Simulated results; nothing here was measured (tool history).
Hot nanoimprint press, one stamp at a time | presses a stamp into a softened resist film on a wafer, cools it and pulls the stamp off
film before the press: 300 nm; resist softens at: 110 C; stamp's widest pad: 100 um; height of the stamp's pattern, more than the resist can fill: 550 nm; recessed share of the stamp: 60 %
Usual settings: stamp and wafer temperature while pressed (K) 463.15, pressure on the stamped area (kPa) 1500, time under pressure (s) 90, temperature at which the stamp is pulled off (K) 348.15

run    day  stamp and wafer temperature while pressed (K)  pressure on the stamped area (kPa)  time under pressure (s)  temperature at which the stamp is pulled off (K)  resist left under the stamp's widest pad (nm)  greatest force while the stamp is pulled off (N)
  1  0.000                                         463.15                                1500                       90                                            348.15                                          157.7                                               228
  2  0.579                                         463.15                                1500                       90                                            348.15                                          157.6                                               229
  3  1.075                                         463.15                                1130                       90                                            348.15                                          181.2                                               227
  4  1.392                                         463.15                                1130                       90                                            348.15                                          181.7                                               240
  5  1.729                                         463.15                                1130                       90                                            348.15                                          181.9                                               235
  6  2.142                                         463.15                                1130                       90                                            348.15                                          181.2                                               247
  7  2.488                                         463.15                                1500                       90                                            348.15                                          157.4                                               242
  8  2.783                                         463.15                                1500                       90                                            348.15                                          158.0                                               247
     3.158  -- stamp cleaned and given a new release coat
  9  3.533                                         463.15                                1500                       90                                            348.15                                          158.3                                               203
 10  3.779                                         463.15                                 980                       90                                            348.15                                          194.4                                               199
 11  4.275                                         463.15                                1500                       90                                            348.15                                          158.1                                               209
 12  4.721                                         463.15                                1500                       90                                            337.15                                          158.7                                               265
 13  5.150                                         463.15                                1500                       90                                            352.15                                          158.7                                               196
 14  5.617                                         473.15                                1760                      143                                            340.15                                           92.4                                               258
 15  6.017                                         473.15                                1770                      143                                            341.15                                           92.1                                               258
 16  6.275                                         470.15                                1500                       86                                            348.15                                          131.7                                               218
 17  6.779                                         466.15                                1500                       90                                            348.15                                          145.5                                               221
 18  7.204                                         466.15                                1500                       90                                            348.15                                          145.6                                               221
 19  7.792                                         466.15                                1500                       90                                            348.15                                          145.6                                               232
 20  8.083                                         463.15                                1500                       90                                            342.15                                          159.1                                               260
 21  8.642                                         466.15                                1500                       90                                            344.15                                          145.9                                               255
 22  8.888                                         466.15                                1500                       90                                            353.15                                          146.5                                               206

5 ways to go on from here, each from the tool as it stands after run 22. What would each give?
  A  9.188                                         466.15                                1010                      116                                            347.15                                              ?                                                 ?
  B  9.188                                         452.15                                1500                       75                                            348.15                                              ?                                                 ?
  C  9.188                                         463.15                                1500                       90                                            345.15                                              ?                                                 ?
  D  9.188                                         461.15                                1030                       90                                            348.15                                              ?                                                 ?
  E  9.188                                         463.15                                 940                      132                                            350.15                                              ?                                                 ?

run  resist left under the stamp's widest pad (nm)  greatest force while the stamp is pulled off (N)
  A                                          166.6                                               247
  B                                          223.4                                               234
  C                                          159.7                                               251
  D                                          200.1                                               236
  E                                          179.6                                               226
Without the tool's hidden state the same runs would have given:
run  resist left under the stamp's widest pad (nm)  greatest force while the stamp is pulled off (N)
  A                                          161.8                                               206
  B                                          217.6                                               195
  C                                          154.4                                               210
  D                                          195.0                                               196
  E                                          174.6                                               188
